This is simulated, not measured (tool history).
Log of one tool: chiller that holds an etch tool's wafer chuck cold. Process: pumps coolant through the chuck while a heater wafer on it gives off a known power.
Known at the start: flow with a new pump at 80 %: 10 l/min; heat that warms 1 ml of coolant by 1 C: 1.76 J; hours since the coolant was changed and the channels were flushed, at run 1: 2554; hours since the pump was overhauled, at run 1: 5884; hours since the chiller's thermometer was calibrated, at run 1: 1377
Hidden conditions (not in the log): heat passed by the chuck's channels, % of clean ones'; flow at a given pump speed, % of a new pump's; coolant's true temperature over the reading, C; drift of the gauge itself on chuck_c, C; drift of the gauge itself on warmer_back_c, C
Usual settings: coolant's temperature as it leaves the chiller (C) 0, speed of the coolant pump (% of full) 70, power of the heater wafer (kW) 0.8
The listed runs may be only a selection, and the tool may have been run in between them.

run,hour,coolant's temperature as it leaves the chiller (C),speed of the coolant pump (% of full),power of the heater wafer (kW),hours since the coolant was changed and the channels were flushed,hours since the pump was overhauled,hours since the chiller's thermometer was calibrated,chuck's temperature once it has settled (C),how much warmer the coolant comes back (C)
1,0,0,70,0.8,2554,5884,1377,6.4,3.16
2,211.3,0,70,0.8,2765,6095,1588,6.4,3.2
3,399,0,70,0.8,2953,6283,1776,6.2,3.13
4,502.5,0,70,0.8,3056,6386,1879,6.3,3.13
5,647.4,0,70,0.8,3201,6531,2024,6.4,3.12
6,849.2,0,78,0.8,3403,6733,2226,5.7,2.78
7,980.6,0,70,0.8,3534,6865,2357,6.3,3.1
8,1122.5,0,70,0.8,3676,7006,2499,6.5,3.09
9,1223.7,-2,70,0.8,3778,7108,2600,4.4,3.15
10,1330.6,0,70,0.8,3884,7215,2707,6.1,3.05
11,1440.5,0,70,0.8,3994,7324,2817,6.5,3.04
12,1658.2,0,70,0.8,4212,7542,3035,6.3,3.05
13,1776.2,0,70,0.8,4330,7660,3153,6.2,3.03
14,1950.2,0,70,0.8,4504,7834,3327,6.4,3.02
15,2075.3,0,70,0.8,4629,7959,3452,6.3,3.02
16,2205.9,3,70,0.882,4760,8090,3582,10,3.28
# hour 2296.7: chiller's thermometer calibrated
17,2321.1,2,70,0.8,4874,8204,24,8.3,3.05
18,2454.3,2,70,0.8,5007,8337,158,8.5,2.99
19,2567.1,2,70,0.8,5120,8450,270,8.2,2.97
20,2766.1,1,64,0.95,5319,8649,469,9.2,3.99
21,2972.4,-4,81,0.8,5525,8855,676,1.7,2.45
22,3132,-4,81,0.8,5685,9015,835,1.6,2.44
23,3265.3,-4,81,0.8,5818,9148,969,1.6,2.4
24,3488.2,-10,71,0.8,6041,9371,1191,-3.6,2.87
25,3596.9,-7,88,1.162,6150,9480,1300,0.6,3.25
26,3804.5,0,81,0.453,6357,9687,1508,3.1,1.22
27,3907,0,81,0.453,6460,9790,1610,3.2,1.2

Run 28 is up next; what results do you expect?
28,4127.8,0,81,0.453,6681,10011,1831,?,?

chuck's temperature once it has settled (C): 3.3
how much warmer the coolant comes back (C): 1.23
Without the tool's hidden state the same run would have given chuck's temperature once it has settled (C) 3.2, how much warmer the coolant comes back (C) 1.56.

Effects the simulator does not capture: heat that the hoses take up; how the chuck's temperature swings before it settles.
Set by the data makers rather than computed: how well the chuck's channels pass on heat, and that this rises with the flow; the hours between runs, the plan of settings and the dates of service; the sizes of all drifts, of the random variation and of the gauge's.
